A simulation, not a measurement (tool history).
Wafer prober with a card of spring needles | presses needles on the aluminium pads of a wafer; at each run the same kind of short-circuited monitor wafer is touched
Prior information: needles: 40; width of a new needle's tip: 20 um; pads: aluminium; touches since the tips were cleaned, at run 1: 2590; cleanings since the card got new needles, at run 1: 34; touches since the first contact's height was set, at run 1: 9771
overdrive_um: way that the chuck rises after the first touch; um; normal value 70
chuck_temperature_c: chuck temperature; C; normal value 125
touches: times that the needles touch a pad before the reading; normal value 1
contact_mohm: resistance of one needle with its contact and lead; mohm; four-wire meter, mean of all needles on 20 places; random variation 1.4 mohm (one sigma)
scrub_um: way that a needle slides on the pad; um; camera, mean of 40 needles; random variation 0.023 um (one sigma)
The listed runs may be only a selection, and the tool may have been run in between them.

run	day	overdrive_um	chuck_temperature_c	touches	touches since the tips were cleaned	cleanings since the card got new needles	touches since the first contact's height was set	contact_mohm	scrub_um
1	0	70	125	1	2590	34	9771	117	17.35
# day 0.292: tips cleaned on abrasive film
2	0.762	70	38	1	4057	35	16286	108	17.36
# day 0.917: tips cleaned on abrasive film
# day 1.562: tips cleaned on abrasive film
# day 2.192: tips cleaned on abrasive film
3	2.192	70	38	1	0	38	28415	107	17.36
# day 2.796: tips cleaned on abrasive film
# day 3.404: tips cleaned on abrasive film
4	3.438	70	38	1	307	40	39045	109	17.38
# day 4.012: tips cleaned on abrasive film
5	4.383	70	38	1	3188	41	47128	109	17.39
# day 4.621: tips cleaned on abrasive film
# day 5.262: tips cleaned on abrasive film
6	5.583	70	92	1	2717	43	57313	116	17.39
# day 5.917: tips cleaned on abrasive film
# day 6.55: tips cleaned on abrasive film
7	6.733	70	92	1	1573	45	67109	117	17.39
# day 7.188: tips cleaned on abrasive film
# day 7.779: tips cleaned on abrasive film
8	7.979	70	92	1	1709	47	77727	116	17.39
# day 8.433: tips cleaned on abrasive film
# day 9.004: tips cleaned on abrasive film
9	9.004	70	92	1	0	49	86441	115	17.42
# day 9.621: tips cleaned on abrasive film
10	9.738	70	125	1	969	50	92688	117	17.43
# day 9.925: height of the first contact set anew
# day 10.242: tips cleaned on abrasive film
# day 10.85: tips cleaned on abrasive film
11	10.992	70	125	2	1216	52	9104	120	17.4
# day 11.504: tips cleaned on abrasive film
12	11.729	78	125	1	1911	53	15362	118	19.38
# day 12.129: tips cleaned on abrasive film
13	12.417	78	125	1	2453	54	21222	118	19.44
# day 12.796: tips cleaned on abrasive film
# day 13.383: tips cleaned on abrasive film
14	13.554	78	125	1	1479	56	30924	119	19.39
# day 14.004: tips cleaned on abrasive film
# day 14.567: tips cleaned on abrasive film
15	14.862	78	125	1	2521	58	42053	118	19.42
# day 15.167: tips cleaned on abrasive film
# day 15.804: tips cleaned on abrasive film
16	15.854	56	100	2	427	60	50505	122	13.94
# day 16.467: tips cleaned on abrasive film
# day 17.062: tips cleaned on abrasive film
17	17.296	75	93	1	2011	62	62810	116	18.69
# day 17.646: tips cleaned on abrasive film
# day 18.312: tips cleaned on abrasive film
18	18.696	75	93	1	3290	64	74727	113	18.7
# day 18.954: tips cleaned on abrasive film
# day 19.533: tips cleaned on abrasive film
19	20	75	93	1	4003	66	85826	116	18.76
# day 20.108: tips cleaned on abrasive film
# day 20.762: tips cleaned on abrasive film
# day 21.021: height of the first contact set anew
20	21.021	78	93	1	2089	68	0	113	19.52
# day 21.35: tips cleaned on abrasive film
# day 21.929: tips cleaned on abrasive film
# day 22.521: tips cleaned on abrasive film
21	22.55	78	93	1	262	71	13040	113	19.48
# day 23.188: tips cleaned on abrasive film
# day 23.762: tips cleaned on abrasive film
22	23.983	78	93	1	1874	73	25241	113	19.49
# day 24.338: tips cleaned on abrasive film
23	24.708	78	93	1	3175	74	31432	115	19.52
# day 25.004: tips cleaned on abrasive film
24	25.367	83	44	2	3114	75	37040	108	20.78
# day 25.625: tips cleaned on abrasive film
# day 26.217: tips cleaned on abrasive film
25	26.646	83	74	2	3691	77	47930	110	20.77
# day 26.9: tips cleaned on abrasive film
# day 27.496: tips cleaned on abrasive film
# day 28.112: tips cleaned on abrasive film
26	28.112	68	61	1	0	80	60392	114	17.02
# day 28.742: tips cleaned on abrasive film
27	28.838	52	61	1	849	81	66602	117	13.02
# day 29.392: tips cleaned on abrasive film
# day 29.983: tips cleaned on abrasive film
28	29.983	67	101	1	0	83	76331	115	16.8
# day 30.546: tips cleaned on abrasive film
# day 31.175: tips cleaned on abrasive film
29	31.433	89	101	1	2237	85	88711	111	22.35
# day 31.771: tips cleaned on abrasive film
# day 32.129: height of the first contact set anew
# day 32.346: tips cleaned on abrasive film
30	32.55	78	101	2	1751	87	3583	115	19.51

Predict each of these 4 candidate next runs independently; none follows another, all start after run 30:
# day 32.946: tips cleaned on abrasive film
# day 33.512: tips cleaned on abrasive film
A	33.542	79	31	2	269	89	12025	?	?
# day 32.946: tips cleaned on abrasive film
# day 33.512: tips cleaned on abrasive film
B	33.542	78	101	1	269	89	12025	?	?
# day 32.946: tips cleaned on abrasive film
# day 33.512: tips cleaned on abrasive film
C	33.542	70	125	3	269	89	12025	?	?
# day 32.946: tips cleaned on abrasive film
# day 33.512: tips cleaned on abrasive film
D	33.542	70	52	3	269	89	12025	?	?

run	contact_mohm	scrub_um
A	105	19.82
B	120	19.59
C	120	17.57
D	110	17.54
Stripped of hidden state, with their random variation kept, the same runs would have yielded:
run	contact_mohm	scrub_um
A	105	19.61
B	119	19.38
C	120	17.39
D	110	17.36

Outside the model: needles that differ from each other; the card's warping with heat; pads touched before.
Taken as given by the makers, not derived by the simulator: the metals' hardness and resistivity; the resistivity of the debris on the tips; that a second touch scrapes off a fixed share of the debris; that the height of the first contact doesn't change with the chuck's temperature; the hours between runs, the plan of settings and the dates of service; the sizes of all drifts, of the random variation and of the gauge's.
